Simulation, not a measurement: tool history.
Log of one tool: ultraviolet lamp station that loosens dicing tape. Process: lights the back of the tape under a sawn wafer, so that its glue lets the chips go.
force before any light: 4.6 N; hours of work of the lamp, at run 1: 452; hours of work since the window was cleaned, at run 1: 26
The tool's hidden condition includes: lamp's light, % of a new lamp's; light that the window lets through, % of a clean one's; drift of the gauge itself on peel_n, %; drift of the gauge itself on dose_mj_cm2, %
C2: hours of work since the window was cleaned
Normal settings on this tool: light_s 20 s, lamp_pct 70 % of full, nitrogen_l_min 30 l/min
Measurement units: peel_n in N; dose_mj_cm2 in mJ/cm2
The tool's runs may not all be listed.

Run 1, hour 0: usual settings; hours of work of the lamp 452; C2 26. Result: peel_n 0.881 N, dose_mj_cm2 242 mJ/cm2.
Run 2, hour 8.6: usual settings; hours of work of the lamp 458; C2 32. Result: peel_n 0.835 N, dose_mj_cm2 241 mJ/cm2.
Run 3, hour 21.8: usual settings but lamp_pct 90 % of full; hours of work of the lamp 467; C2 42. Result: peel_n 0.595 N, dose_mj_cm2 306 mJ/cm2.
Run 4, hour 35.5: usual settings but lamp_pct 62 % of full; hours of work of the lamp 477; C2 51. Result: peel_n 1.097 N, dose_mj_cm2 210 mJ/cm2.
Run 5, hour 44.8: usual settings but lamp_pct 62 % of full; hours of work of the lamp 483; C2 58. Result: peel_n 1.122 N, dose_mj_cm2 212 mJ/cm2.
Run 6, hour 52.8: usual settings but lamp_pct 62 % of full; hours of work of the lamp 489; C2 63. Result: peel_n 1.055 N, dose_mj_cm2 213 mJ/cm2.
Run 7, hour 62.7: usual settings but lamp_pct 62 % of full; hours of work of the lamp 496; C2 70. Result: peel_n 1.111 N, dose_mj_cm2 209 mJ/cm2.
At hour 64.2: window cleaned of glue's vapour.
Run 8, hour 73.9: usual settings but nitrogen_l_min 25 l/min; hours of work of the lamp 503; C2 7. Result: peel_n 1.056 N, dose_mj_cm2 234 mJ/cm2.
Run 9, hour 82: usual settings but nitrogen_l_min 25 l/min; hours of work of the lamp 509; C2 12. Result: peel_n 1.047 N, dose_mj_cm2 238 mJ/cm2.
At hour 91.4: window cleaned of glue's vapour, once more.
Run 10, hour 93.9: usual settings but lamp_pct 88 % of full; hours of work of the lamp 517; C2 2. Result: peel_n 0.631 N, dose_mj_cm2 299 mJ/cm2.
Run 11, hour 102.9: usual settings but light_s 15 s, lamp_pct 94 % of full, nitrogen_l_min 24 l/min; hours of work of the lamp 523; C2 8. Result: peel_n 1.035 N, dose_mj_cm2 235 mJ/cm2.
Run 12, hour 113.3: usual settings but light_s 15 s, lamp_pct 94 % of full, nitrogen_l_min 24 l/min; hours of work of the lamp 530; C2 15. Result: peel_n 1.089 N, dose_mj_cm2 239 mJ/cm2.
Run 13, hour 122.5: usual settings but light_s 15 s, lamp_pct 94 % of full, nitrogen_l_min 24 l/min; hours of work of the lamp 537; C2 22. Result: peel_n 1.072 N, dose_mj_cm2 236 mJ/cm2.
Run 14, hour 134.6: usual settings but light_s 12 s, lamp_pct 80 % of full, nitrogen_l_min 22 l/min; hours of work of the lamp 545; C2 30. Result: peel_n 1.705 N, dose_mj_cm2 160 mJ/cm2.
Run 15, hour 144.5: usual settings but light_s 24 s; hours of work of the lamp 552; C2 37. Result: peel_n 0.714 N, dose_mj_cm2 277 mJ/cm2.
Run 16, hour 156.8: usual settings but light_s 14 s, lamp_pct 69 % of full, nitrogen_l_min 10 l/min; hours of work of the lamp 560; C2 45. Result: peel_n 2.328 N, dose_mj_cm2 160 mJ/cm2.
Run 17, hour 165.4: usual settings but lamp_pct 78 % of full, nitrogen_l_min 15 l/min; hours of work of the lamp 566; C2 51. Result: peel_n 1.22 N, dose_mj_cm2 254 mJ/cm2.
Run 18, hour 175.3: usual settings but lamp_pct 78 % of full, nitrogen_l_min 15 l/min; hours of work of the lamp 573; C2 58. Result: peel_n 1.264 N, dose_mj_cm2 255 mJ/cm2.
Run 19, hour 185.4: usual settings but lamp_pct 78 % of full, nitrogen_l_min 20 l/min; hours of work of the lamp 580; C2 65. Result: peel_n 1.066 N, dose_mj_cm2 247 mJ/cm2.
Run 20, hour 197.2: usual settings but lamp_pct 78 % of full, nitrogen_l_min 20 l/min; hours of work of the lamp 588; C2 74. Result: peel_n 1.061 N, dose_mj_cm2 247 mJ/cm2.

Alternative continuations, all from the tool just after run 20; predict every row:
Run A, hour 210: usual settings but light_s 16 s, lamp_pct 68 % of full, nitrogen_l_min 20 l/min; hours of work of the lamp 597; C2 82. Result: peel_n ?, dose_mj_cm2 ?.
Run B, hour 210: usual settings but light_s 33 s, lamp_pct 63 % of full, nitrogen_l_min 20 l/min; hours of work of the lamp 597; C2 82. Result: peel_n ?, dose_mj_cm2 ?.
Run C, hour 210: usual settings but lamp_pct 71 % of full; hours of work of the lamp 597; C2 82. Result: peel_n ?, dose_mj_cm2 ?.

run  peel_n  dose_mj_cm2
  A   1.629          170
  B   0.681          323
  C   1.022          224
With the hidden condition removed and each run's random variation left untouched, the same runs would have given:
run  peel_n  dose_mj_cm2
  A   1.116          236
  B   0.351          450
  C    0.58          310
